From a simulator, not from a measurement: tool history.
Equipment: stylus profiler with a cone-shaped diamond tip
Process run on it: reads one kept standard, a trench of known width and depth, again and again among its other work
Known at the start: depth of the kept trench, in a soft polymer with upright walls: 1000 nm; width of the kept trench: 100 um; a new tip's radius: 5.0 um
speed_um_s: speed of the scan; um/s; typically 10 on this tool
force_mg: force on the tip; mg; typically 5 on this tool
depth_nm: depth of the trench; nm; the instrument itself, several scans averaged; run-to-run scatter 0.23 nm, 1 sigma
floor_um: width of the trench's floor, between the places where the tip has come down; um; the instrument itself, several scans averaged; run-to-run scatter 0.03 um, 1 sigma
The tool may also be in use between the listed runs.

run	hour	speed_um_s	force_mg	depth_nm	floor_um
1	0	10	5	1008.75	93.65
2	78.1	10	5	1008.75	93.7
3	148.3	10	5	1008.69	93.66
4	246.2	10	8.75	1013.38	93.62
5	348.9	10	8.75	1013.33	93.64
6	431.7	10	14.2	1019.84	93.59
7	493.8	10	14.2	1019.81	93.59
8	544.9	10	5	1007.26	93.53
9	617.3	10	5	1006.91	93.53
10	671.4	10	5	1006.91	93.5
11	758.5	10	5	1007.15	93.42
12	851.1	10	5	1006.86	93.43
13	941.1	10	5	1006.62	93.42
14	1025.7	10	5	1006.48	93.38
# hour 1079.4: height scale calibrated on a step standard
15	1082	10	8.81	1007.65	93.38
16	1150.8	10	5	1002.37	93.39
17	1204.1	10	5	1002.17	93.34
18	1305.2	10	5	1001.82	93.26
# hour 1352.6: height scale calibrated on a step standard, once more
19	1396.4	10	5	1011.61	93.23
20	1440.5	10	5	1011.42	93.25
21	1538.9	10	2.34	1006.86	93.23
22	1607.5	10	2.34	1006.26	93.22
23	1652.8	10	5	1011.25	93.2
24	1700.9	10	5	1011.39	93.18
25	1772	35	5	1010.95	93.09
26	1855.3	5	3.35	1007.8	93.18
27	1907.4	5	3.35	1007.86	93.22
28	1974.4	5	3.35	1007.77	93.16
29	2043.6	5	3.35	1007.11	93.13
30	2101.3	7	5.28	1010.84	93.07
31	2194	4	6.77	1012.33	93.04
32	2288	20	4.09	1008.18	92.98
33	2375.2	20	4.09	1008.1	92.95
34	2419.7	3	1.94	1003.98	93
35	2468.8	4	6.84	1012	92.99

Expected results for the next run?
36	2518.2	11	6.31	?	?

For run 36 the tool returned depth_nm 1010.94 nm, floor_um 92.99 um.
Take away the tool's hidden state, keep the run-to-run variation as it was, and the same run would have given depth_nm 1013.91 nm, floor_um 94 um.
